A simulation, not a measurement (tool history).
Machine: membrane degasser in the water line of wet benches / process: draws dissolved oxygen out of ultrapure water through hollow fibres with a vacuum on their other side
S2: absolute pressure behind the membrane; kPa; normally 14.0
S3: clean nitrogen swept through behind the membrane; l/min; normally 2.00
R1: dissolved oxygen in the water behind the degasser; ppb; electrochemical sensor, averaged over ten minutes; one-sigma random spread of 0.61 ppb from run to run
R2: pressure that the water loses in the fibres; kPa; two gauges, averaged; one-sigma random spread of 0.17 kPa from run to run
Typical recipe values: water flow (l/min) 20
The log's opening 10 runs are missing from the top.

Run 11, day 20.188: usual settings. Result: R1 254.9 ppb, R2 38.45 kPa.
Run 12, day 21.517: usual settings. Result: R1 256.1 ppb, R2 38.24 kPa.
Run 13, day 24.004: usual settings. Result: R1 256.2 ppb, R2 38.40 kPa.
Run 14, day 25.962: usual settings. Result: R1 255.4 ppb, R2 38.14 kPa.
Run 15, day 28.433: usual settings but S3 5.45 l/min. Result: R1 103.5 ppb, R2 38.21 kPa.
Run 16, day 29.675: usual settings but S3 5.45 l/min. Result: R1 103.5 ppb, R2 38.22 kPa.
Run 17, day 31.592: usual settings but S2 11.0 kPa, S3 0.89 l/min. Result: R1 377.0 ppb, R2 38.29 kPa.
Run 18, day 34.196: usual settings but water flow (l/min) 19, S3 1.45 l/min. Result: R1 321.9 ppb, R2 36.35 kPa.
Run 19, day 36.108: usual settings but water flow (l/min) 17, S2 28.3 kPa, S3 4.09 l/min. Result: R1 252.1 ppb, R2 32.45 kPa.
Run 20, day 37.458: usual settings but water flow (l/min) 13, S2 16.9 kPa, S3 2.20 l/min. Result: R1 193.2 ppb, R2 24.92 kPa.
Run 21, day 39.712: usual settings but water flow (l/min) 13, S2 16.9 kPa, S3 2.20 l/min. Result: R1 193.4 ppb, R2 24.80 kPa.
Run 22, day 41.475: usual settings but water flow (l/min) 30, S3 1.70 l/min. Result: R1 436.2 ppb, R2 57.48 kPa.
Run 23, day 43.771: usual settings but water flow (l/min) 23, S2 34.2 kPa, S3 4.81 l/min. Result: R1 358.0 ppb, R2 43.78 kPa.
Run 24, day 46.088: usual settings but water flow (l/min) 23, S2 34.2 kPa, S3 4.81 l/min. Result: R1 358.2 ppb, R2 43.79 kPa.
Run 25, day 47.442: usual settings but water flow (l/min) 13, S2 34.2 kPa, S3 1.00 l/min. Result: R1 852.3 ppb, R2 24.98 kPa.
Run 26, day 49.629: usual settings but water flow (l/min) 13, S2 34.2 kPa, S3 1.00 l/min. Result: R1 848.1 ppb, R2 24.93 kPa.
Run 27, day 50.992: usual settings but S2 17.5 kPa, S3 3.71 l/min. Result: R1 191.2 ppb, R2 38.11 kPa.
Run 28, day 53.075: usual settings but S2 17.5 kPa, S3 1.03 l/min. Result: R1 589.3 ppb, R2 38.35 kPa.
Run 29, day 55.542: usual settings but water flow (l/min) 12. Result: R1 154.8 ppb, R2 22.93 kPa.
Run 30, day 58.138: usual settings but water flow (l/min) 15, S2 17.6 kPa, S3 4.70 l/min. Result: R1 114.1 ppb, R2 28.41 kPa.
Run 31, day 59.658: usual settings but water flow (l/min) 14, S2 23.7 kPa, S3 2.21 l/min. Result: R1 304.9 ppb, R2 26.60 kPa.

Consider 3 possible next runs. They are alternatives, not a sequence: every one starts from the tool as it was left by run 31. What does each give?
Run A, day 61.754: usual settings but water flow (l/min) 15. Result: R1 ?, R2 ?.
Run B, day 61.754: usual settings but water flow (l/min) 14, S2 13.3 kPa, S3 4.16 l/min. Result: R1 ?, R2 ?.
Run C, day 61.754: usual settings but S2 24.8 kPa, S3 4.06 l/min. Result: R1 ?, R2 ?.

run     R1     R2
  A  192.6  28.79
  B   84.4  26.73
  C  258.9  38.52
With no hidden state in the tool, these same runs would have given:
run     R1     R2
  A  192.5  28.78
  B   84.4  26.72
  C  258.8  38.51
